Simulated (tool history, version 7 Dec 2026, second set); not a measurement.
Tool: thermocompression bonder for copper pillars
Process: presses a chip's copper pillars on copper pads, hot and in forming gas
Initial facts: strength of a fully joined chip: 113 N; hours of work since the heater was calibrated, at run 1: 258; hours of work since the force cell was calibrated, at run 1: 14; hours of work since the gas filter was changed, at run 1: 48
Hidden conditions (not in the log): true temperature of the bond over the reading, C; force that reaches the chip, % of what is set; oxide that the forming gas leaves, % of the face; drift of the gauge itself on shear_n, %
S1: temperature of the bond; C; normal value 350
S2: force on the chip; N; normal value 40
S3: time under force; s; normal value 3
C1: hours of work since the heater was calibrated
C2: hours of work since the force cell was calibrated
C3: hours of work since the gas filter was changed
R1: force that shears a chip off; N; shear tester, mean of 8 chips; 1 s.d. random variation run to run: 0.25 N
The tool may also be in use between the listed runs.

run 1 hour=0.0 | S1=350 S2=40 S3=3 | C1=258 C2=14 C3=48 | R1=83.5
run 2 hour=8.0 | S1=350 S2=40 S3=3 | C1=262 C2=18 C3=52 | R1=84.0
run 3 hour=17.6 | S1=350 S2=40 S3=3 | C1=266 C2=22 C3=56 | R1=83.7
run 4 hour=31.8 | S1=350 S2=34 S3=3 | C1=272 C2=28 C3=62 | R1=75.6
run 5 hour=47.8 | S1=350 S2=34 S3=3 | C1=279 C2=35 C3=69 | R1=76.1
run 6 hour=58.3 | S1=350 S2=57 S3=3 | C1=283 C2=39 C3=73 | R1=97.4
run 7 hour=70.4 | S1=350 S2=40 S3=3 | C1=288 C2=44 C3=78 | R1=83.3
run 8 hour=85.0 | S1=350 S2=40 S3=3 | C1=295 C2=50 C3=85 | R1=82.8
run 9 hour=93.7 | S1=350 S2=40 S3=3 | C1=298 C2=54 C3=88 | R1=82.8
run 10 hour=109.7 | S1=350 S2=40 S3=3 | C1=305 C2=61 C3=95 | R1=82.8
run 11 hour=122.0 | S1=350 S2=40 S3=2 | C1=310 C2=66 C3=100 | R1=75.0
run 12 hour=131.7 | S1=350 S2=40 S3=2 | C1=315 C2=70 C3=104 | R1=75.3
run 13 hour=147.3 | S1=350 S2=40 S3=3 | C1=321 C2=77 C3=111 | R1=82.5
run 14 hour=162.4 | S1=350 S2=40 S3=3 | C1=328 C2=84 C3=118 | R1=82.6
run 15 hour=171.1 | S1=350 S2=40 S3=2 | C1=332 C2=87 C3=121 | R1=74.8
run 16 hour=188.7 | S1=350 S2=40 S3=2 | C1=339 C2=95 C3=129 | R1=74.4
run 17 hour=203.8 | S1=350 S2=40 S3=2 | C1=346 C2=101 C3=135 | R1=74.7
run 18 hour=221.2 | S1=343 S2=40 S3=2 | C1=353 C2=109 C3=143 | R1=70.9
run 19 hour=237.2 | S1=346 S2=40 S3=3 | C1=360 C2=116 C3=150 | R1=80.2
run 20 hour=252.5 | S1=380 S2=40 S3=2 | C1=366 C2=122 C3=156 | R1=86.8
run 21 hour=270.8 | S1=350 S2=58 S3=3 | C1=374 C2=130 C3=164 | R1=95.8
run 22 hour=286.2 | S1=350 S2=49 S3=3 | C1=381 C2=137 C3=171 | R1=89.7
run 23 hour=299.4 | S1=355 S2=32 S3=7 | C1=386 C2=142 C3=176 | R1=89.3
run 24 hour=313.2 | S1=355 S2=32 S3=7 | C1=392 C2=148 C3=182 | R1=88.4
run 25 hour=322.6 | S1=350 S2=40 S3=4 | C1=396 C2=152 C3=186 | R1=86.4
run 26 hour=330.8 | S1=350 S2=40 S3=4 | C1=400 C2=156 C3=190 | R1=86.8
run 27 hour=343.6 | S1=350 S2=40 S3=4 | C1=405 C2=161 C3=195 | R1=86.1
run 28 hour=359.4 | S1=350 S2=40 S3=4 | C1=412 C2=168 C3=202 | R1=86.1
run 29 hour=375.7 | S1=350 S2=40 S3=4 | C1=419 C2=175 C3=209 | R1=86.0
run 30 hour=390.6 | S1=336 S2=39 S3=3 | C1=425 C2=181 C3=215 | R1=73.5
run 31 hour=400.8 | S1=336 S2=39 S3=3 | C1=430 C2=186 C3=220 | R1=73.3
run 32 hour=418.1 | S1=352 S2=39 S3=4 | C1=437 C2=193 C3=227 | R1=85.4
run 33 hour=431.6 | S1=352 S2=39 S3=4 | C1=443 C2=199 C3=233 | R1=85.3
run 34 hour=448.6 | S1=352 S2=39 S3=4 | C1=450 C2=206 C3=240 | R1=85.1
run 35 hour=461.6 | S1=366 S2=36 S3=6 | C1=456 C2=212 C3=246 | R1=92.8
run 36 hour=473.3 | S1=350 S2=45 S3=2 | C1=461 C2=217 C3=251 | R1=77.9
run 37 hour=486.0 | S1=350 S2=45 S3=2 | C1=466 C2=222 C3=256 | R1=77.8
run 38 hour=496.1 | S1=330 S2=25 S3=4 | C1=471 C2=226 C3=260 | R1=54.8

Some steps in R1, run to run, broken into two amounts with sign: the step expected even without the hidden condition (settings, incoming material, random variation), and the rest, left for the hidden condition together with whatever gauge scatter is not in both the measured and the hidden-condition-free result:
Run 5 -> 6: S2 34 -> 57. R1 +21.3 N: hidden state -1.0, all else +22.3.
Run 31 -> 32: S1 336 -> 352, S3 3 -> 4. R1 +12.1 N: hidden state -1.3, all else +13.4.
Run 35 -> 36: S1 366 -> 350, S2 36 -> 45, S3 6 -> 2. R1 -14.9 N: hidden state +1.8, all else -16.7.
Run 37 -> 38: S1 350 -> 330, S2 45 -> 25, S3 2 -> 4. R1 -23.0 N: hidden state +1.9, all else -24.9.
